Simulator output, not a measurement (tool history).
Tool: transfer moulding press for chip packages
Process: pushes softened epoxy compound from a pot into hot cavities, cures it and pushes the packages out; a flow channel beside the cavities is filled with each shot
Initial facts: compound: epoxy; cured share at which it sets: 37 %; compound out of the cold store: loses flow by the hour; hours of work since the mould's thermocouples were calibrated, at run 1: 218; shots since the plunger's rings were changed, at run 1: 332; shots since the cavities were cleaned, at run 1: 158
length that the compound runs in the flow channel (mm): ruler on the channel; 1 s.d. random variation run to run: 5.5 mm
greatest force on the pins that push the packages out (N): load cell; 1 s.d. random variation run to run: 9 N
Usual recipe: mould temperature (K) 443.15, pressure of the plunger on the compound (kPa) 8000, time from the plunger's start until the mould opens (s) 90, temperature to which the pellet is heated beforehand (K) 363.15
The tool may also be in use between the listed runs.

run     day  mould temperature (K)  pressure of the plunger on the compound (kPa)  time from the plunger's start until the mould opens (s)  temperature to which the pellet is heated beforehand (K)  hours of work since the mould's thermocouples were calibrated  shots since the plunger's rings were changed  shots since the cavities were cleaned  incoming compound's hours out of the cold store  length that the compound runs in the flow channel (mm)  greatest force on the pins that push the packages out (N)
  1       0                 443.15                                           8000                                                       90                                                    363.15                                                            218                                           332                                    158                                             27.8                                                     786                                                        505
  2    0.35                 443.15                                           8000                                                       90                                                    363.15                                                            222                                           402                                    228                                             26.3                                                     791                                                        553
  3   1.046                 443.15                                           8000                                                       90                                                    363.15                                                            230                                           544                                    370                                             21.3                                                     800                                                        629
  4   1.762                 443.15                                           8000                                                       90                                                    363.15                                                            238                                           689                                    515                                             16.8                                                     829                                                        703
  5   2.417                 443.15                                           8000                                                       90                                                    363.15                                                            246                                           821                                    647                                             32.2                                                     776                                                        735
      2.733  -- cavities cleaned with cleaning compound and waxed
  6   3.208                 443.15                                           8000                                                       90                                                    363.15                                                            254                                           969                                     96                                             47.9                                                     733                                                        958
  7   3.583                 443.15                                           8000                                                       90                                                    363.15                                                            258                                          1045                                    172                                             30.4                                                     771                                                        973
  8   4.042                 443.15                                           8000                                                       90                                                    363.15                                                            263                                          1138                                    265                                             26.5                                                     777                                                        974
  9   4.367                 443.15                                           8000                                                       90                                                    363.15                                                            267                                          1204                                    331                                             31.7                                                     775                                                        952
 10   4.962                 443.15                                           8000                                                       90                                                    368.15                                                            274                                          1324                                    451                                               45                                                     733                                                        938
 11   5.325                 443.15                                           8000                                                       90                                                    354.15                                                            278                                          1398                                    525                                             27.1                                                     783                                                        939
 12   5.658                 443.15                                           8000                                                       90                                                    358.15                                                            281                                          1466                                    593                                             17.4                                                     800                                                        962
      6.025  -- cavities cleaned with cleaning compound and waxed, once more
 13   6.233                 443.15                                           8000                                                       90                                                    358.15                                                            287                                          1569                                     42                                             47.9                                                     720                                                        424
 14   6.846                 443.15                                           8000                                                       90                                                    363.15                                                            294                                          1694                                    167                                             47.6                                                     721                                                        519
 15   7.438                 437.15                                           8000                                                       90                                                    363.15                                                            301                                          1813                                    286                                             14.6                                                     835                                                        911
 16     7.8                 438.15                                           7400                                                       90                                                    363.15                                                            305                                          1886                                    359                                              9.1                                                     816                                                        821
 17   8.275                 438.15                                           7400                                                       90                                                    363.15                                                            310                                          1983                                    456                                               42                                                     727                                                        850
 18   8.712                 438.15                                           6650                                                       90                                                    363.15                                                            315                                          2071                                    544                                             46.5                                                     674                                                        848
 19   9.125                 443.15                                           8000                                                       87                                                    363.15                                                            320                                          2155                                    628                                             39.1                                                     741                                                        690
      9.504  -- cavities cleaned with cleaning compound and waxed
 20   9.871                 443.15                                           8000                                                       89                                                    363.15                                                            328                                          2294                                     75                                             45.4                                                     722                                                        463
 21    10.2                 442.15                                           8000                                                       90                                                    363.15                                                            331                                          2360                                    141                                             25.4                                                     769                                                        523
 22  10.708                 442.15                                           8000                                                       90                                                    363.15                                                            337                                          2463                                    244                                               29                                                     763                                                        594
 23  11.183                 442.15                                           6680                                                       84                                                    364.15                                                            342                                          2559                                    340                                             29.8                                                     692                                                        672
 24  11.817                 440.15                                           8520                                                       94                                                    370.15                                                            350                                          2688                                    469                                             31.4                                                     777                                                        703
 25  12.521                 440.15                                           7390                                                       80                                                    370.15                                                            358                                          2831                                    612                                             15.5                                                     765                                                       1001
     12.688  -- plunger's sealing rings changed
     13.088  -- cavities cleaned with cleaning compound and waxed
 26    13.3                 440.15                                           6720                                                       80                                                    363.15                                                            365                                           111                                     43                                             13.1                                                     777                                                        655
 27  13.958                 440.15                                           6720                                                       80                                                    363.15                                                            372                                           244                                    176                                             19.5                                                     761                                                        752
 28  14.704                 440.15                                           6720                                                      113                                                    363.15                                                            380                                           395                                    327                                             26.3                                                     746                                                        566

4 ways to go on from here, each from the tool as it stands after run 28. What would each give?
  A  15.275                 445.15                                           6720                                                      116                                                    363.15                                                            387                                           511                                    443                                             11.5                                                       ?                                                          ?
  B  15.275                 440.15                                           7060                                                      113                                                    363.15                                                            387                                           511                                    443                                             19.8                                                       ?                                                          ?
  C  15.275                 444.15                                           6720                                                      113                                                    363.15                                                            387                                           511                                    443                                             40.9                                                       ?                                                          ?
  D  15.275                 440.15                                           7870                                                       76                                                    370.15                                                            387                                           511                                    443                                             39.3                                                       ?                                                          ?

run  length that the compound runs in the flow channel (mm)  greatest force on the pins that push the packages out (N)
  A                                                     751                                                        593
  B                                                     768                                                        627
  C                                                     687                                                        582
  D                                                     764                                                        996
With the hidden condition removed and each run's random variation left untouched, the same runs would have given:
run  length that the compound runs in the flow channel (mm)  greatest force on the pins that push the packages out (N)
  A                                                     763                                                        361
  B                                                     780                                                        388
  C                                                     697                                                        352
  D                                                     775                                                        646

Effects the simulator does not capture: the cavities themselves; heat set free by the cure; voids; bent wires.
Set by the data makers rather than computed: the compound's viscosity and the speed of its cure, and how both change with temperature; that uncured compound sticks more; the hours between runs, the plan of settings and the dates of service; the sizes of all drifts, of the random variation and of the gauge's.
